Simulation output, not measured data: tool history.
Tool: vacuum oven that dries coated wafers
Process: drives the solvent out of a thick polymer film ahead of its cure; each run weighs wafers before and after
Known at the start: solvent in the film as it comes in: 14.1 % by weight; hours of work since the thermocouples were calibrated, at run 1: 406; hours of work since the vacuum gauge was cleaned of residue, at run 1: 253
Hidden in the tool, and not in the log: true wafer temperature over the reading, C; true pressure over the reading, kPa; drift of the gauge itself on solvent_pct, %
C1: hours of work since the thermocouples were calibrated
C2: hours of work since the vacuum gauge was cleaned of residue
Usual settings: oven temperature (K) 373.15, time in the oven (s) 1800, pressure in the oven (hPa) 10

run 1 hour=0 | oven_temperature_(K)=373.15 time_in_the_oven_(s)=1800 pressure_in_the_oven_(hPa)=10 | C1=406 C2=253 | solvent_left_in_the_film_(%)=1.54
run 2 hour=47.6 | oven_temperature_(K)=373.15 time_in_the_oven_(s)=1800 pressure_in_the_oven_(hPa)=10 | C1=442 C2=289 | solvent_left_in_the_film_(%)=1.52
run 3 hour=73.7 | oven_temperature_(K)=374.15 time_in_the_oven_(s)=1800 pressure_in_the_oven_(hPa)=10 | C1=461 C2=309 | solvent_left_in_the_film_(%)=1.38
run 4 hour=126.8 | oven_temperature_(K)=374.15 time_in_the_oven_(s)=1800 pressure_in_the_oven_(hPa)=10 | C1=502 C2=349 | solvent_left_in_the_film_(%)=1.38
run 5 hour=165.9 | oven_temperature_(K)=374.15 time_in_the_oven_(s)=1800 pressure_in_the_oven_(hPa)=10 | C1=531 C2=378 | solvent_left_in_the_film_(%)=1.35
run 6 hour=206.6 | oven_temperature_(K)=374.15 time_in_the_oven_(s)=1800 pressure_in_the_oven_(hPa)=10 | C1=562 C2=409 | solvent_left_in_the_film_(%)=1.35
run 7 hour=235.8 | oven_temperature_(K)=374.15 time_in_the_oven_(s)=1800 pressure_in_the_oven_(hPa)=10 | C1=584 C2=431 | solvent_left_in_the_film_(%)=1.33
run 8 hour=267 | oven_temperature_(K)=373.15 time_in_the_oven_(s)=1800 pressure_in_the_oven_(hPa)=10 | C1=608 C2=455 | solvent_left_in_the_film_(%)=1.5
-- hour=272 oven's thermocouples calibrated
run 9 hour=293 | oven_temperature_(K)=373.15 time_in_the_oven_(s)=1800 pressure_in_the_oven_(hPa)=10 | C1=16 C2=473 | solvent_left_in_the_film_(%)=1.38
run 10 hour=316.9 | oven_temperature_(K)=373.15 time_in_the_oven_(s)=1800 pressure_in_the_oven_(hPa)=10 | C1=34 C2=491 | solvent_left_in_the_film_(%)=1.37
run 11 hour=340.3 | oven_temperature_(K)=373.15 time_in_the_oven_(s)=1800 pressure_in_the_oven_(hPa)=10 | C1=52 C2=509 | solvent_left_in_the_film_(%)=1.37
run 12 hour=362.5 | oven_temperature_(K)=373.15 time_in_the_oven_(s)=1800 pressure_in_the_oven_(hPa)=10 | C1=68 C2=526 | solvent_left_in_the_film_(%)=1.34
-- hour=409.1 oven's thermocouples calibrated, once more
run 13 hour=410.5 | oven_temperature_(K)=373.15 time_in_the_oven_(s)=1800 pressure_in_the_oven_(hPa)=10 | C1=1 C2=560 | solvent_left_in_the_film_(%)=1.75
run 14 hour=433.5 | oven_temperature_(K)=373.15 time_in_the_oven_(s)=1800 pressure_in_the_oven_(hPa)=10 | C1=18 C2=578 | solvent_left_in_the_film_(%)=1.75
run 15 hour=474 | oven_temperature_(K)=373.15 time_in_the_oven_(s)=1800 pressure_in_the_oven_(hPa)=10 | C1=49 C2=608 | solvent_left_in_the_film_(%)=1.73
run 16 hour=498.3 | oven_temperature_(K)=373.15 time_in_the_oven_(s)=1800 pressure_in_the_oven_(hPa)=10 | C1=67 C2=627 | solvent_left_in_the_film_(%)=1.71
run 17 hour=543.4 | oven_temperature_(K)=373.15 time_in_the_oven_(s)=1800 pressure_in_the_oven_(hPa)=10 | C1=102 C2=661 | solvent_left_in_the_film_(%)=1.71
run 18 hour=575.5 | oven_temperature_(K)=373.15 time_in_the_oven_(s)=1200 pressure_in_the_oven_(hPa)=24.8 | C1=126 C2=685 | solvent_left_in_the_film_(%)=3.83
run 19 hour=612.6 | oven_temperature_(K)=373.15 time_in_the_oven_(s)=1680 pressure_in_the_oven_(hPa)=10 | C1=154 C2=713 | solvent_left_in_the_film_(%)=1.9
run 20 hour=652.4 | oven_temperature_(K)=370.15 time_in_the_oven_(s)=1260 pressure_in_the_oven_(hPa)=16.3 | C1=184 C2=743 | solvent_left_in_the_film_(%)=3.86
run 21 hour=703.5 | oven_temperature_(K)=360.15 time_in_the_oven_(s)=1020 pressure_in_the_oven_(hPa)=31.8 | C1=223 C2=782 | solvent_left_in_the_film_(%)=8.42
run 22 hour=734.7 | oven_temperature_(K)=360.15 time_in_the_oven_(s)=1020 pressure_in_the_oven_(hPa)=31.8 | C1=246 C2=805 | solvent_left_in_the_film_(%)=8.46
run 23 hour=768.6 | oven_temperature_(K)=365.15 time_in_the_oven_(s)=1800 pressure_in_the_oven_(hPa)=28.6 | C1=272 C2=831 | solvent_left_in_the_film_(%)=4.94
run 24 hour=790.1 | oven_temperature_(K)=373.15 time_in_the_oven_(s)=1080 pressure_in_the_oven_(hPa)=15.4 | C1=288 C2=847 | solvent_left_in_the_film_(%)=3.55
run 25 hour=827.3 | oven_temperature_(K)=367.15 time_in_the_oven_(s)=1980 pressure_in_the_oven_(hPa)=15.4 | C1=316 C2=876 | solvent_left_in_the_film_(%)=3.04
run 26 hour=878.2 | oven_temperature_(K)=370.15 time_in_the_oven_(s)=2160 pressure_in_the_oven_(hPa)=15.3 | C1=355 C2=914 | solvent_left_in_the_film_(%)=2.15
run 27 hour=904.6 | oven_temperature_(K)=370.15 time_in_the_oven_(s)=1800 pressure_in_the_oven_(hPa)=13.6 | C1=375 C2=934 | solvent_left_in_the_film_(%)=2.51
run 28 hour=957.7 | oven_temperature_(K)=370.15 time_in_the_oven_(s)=1800 pressure_in_the_oven_(hPa)=13.6 | C1=415 C2=974 | solvent_left_in_the_film_(%)=2.44
run 29 hour=992.5 | oven_temperature_(K)=388.15 time_in_the_oven_(s)=1980 pressure_in_the_oven_(hPa)=19.1 | C1=441 C2=1000 | solvent_left_in_the_film_(%)=0.88
run 30 hour=1036.4 | oven_temperature_(K)=371.15 time_in_the_oven_(s)=1800 pressure_in_the_oven_(hPa)=10 | C1=474 C2=1034 | solvent_left_in_the_film_(%)=1.98

Measured less the same run without the tool's hidden state. The same run-to-run variation is in both; the gauge's scatter may not be:
run=1 solvent_left_in_the_film_(%)=-0.2
run=2 solvent_left_in_the_film_(%)=-0.2
run=3 solvent_left_in_the_film_(%)=-0.19
run=4 solvent_left_in_the_film_(%)=-0.19
run=5 solvent_left_in_the_film_(%)=-0.2
run=6 solvent_left_in_the_film_(%)=-0.21
run=7 solvent_left_in_the_film_(%)=-0.22
run=8 solvent_left_in_the_film_(%)=-0.24
run=9 solvent_left_in_the_film_(%)=-0.37
run=10 solvent_left_in_the_film_(%)=-0.38
run=11 solvent_left_in_the_film_(%)=-0.38
run=12 solvent_left_in_the_film_(%)=-0.38
run=13 solvent_left_in_the_film_(%)=+0.01
run=14 solvent_left_in_the_film_(%)=+0.01
run=15 solvent_left_in_the_film_(%)=+0
run=16 solvent_left_in_the_film_(%)=+0
run=17 solvent_left_in_the_film_(%)=-0.01
run=18 solvent_left_in_the_film_(%)=-0.05
run=19 solvent_left_in_the_film_(%)=-0.03
run=20 solvent_left_in_the_film_(%)=-0.08
run=21 solvent_left_in_the_film_(%)=-0.1
run=22 solvent_left_in_the_film_(%)=-0.1
run=23 solvent_left_in_the_film_(%)=-0.12
run=24 solvent_left_in_the_film_(%)=-0.13
run=25 solvent_left_in_the_film_(%)=-0.11
run=26 solvent_left_in_the_film_(%)=-0.08
run=27 solvent_left_in_the_film_(%)=-0.12
run=28 solvent_left_in_the_film_(%)=-0.13
run=29 solvent_left_in_the_film_(%)=+0.01
run=30 solvent_left_in_the_film_(%)=-0.13

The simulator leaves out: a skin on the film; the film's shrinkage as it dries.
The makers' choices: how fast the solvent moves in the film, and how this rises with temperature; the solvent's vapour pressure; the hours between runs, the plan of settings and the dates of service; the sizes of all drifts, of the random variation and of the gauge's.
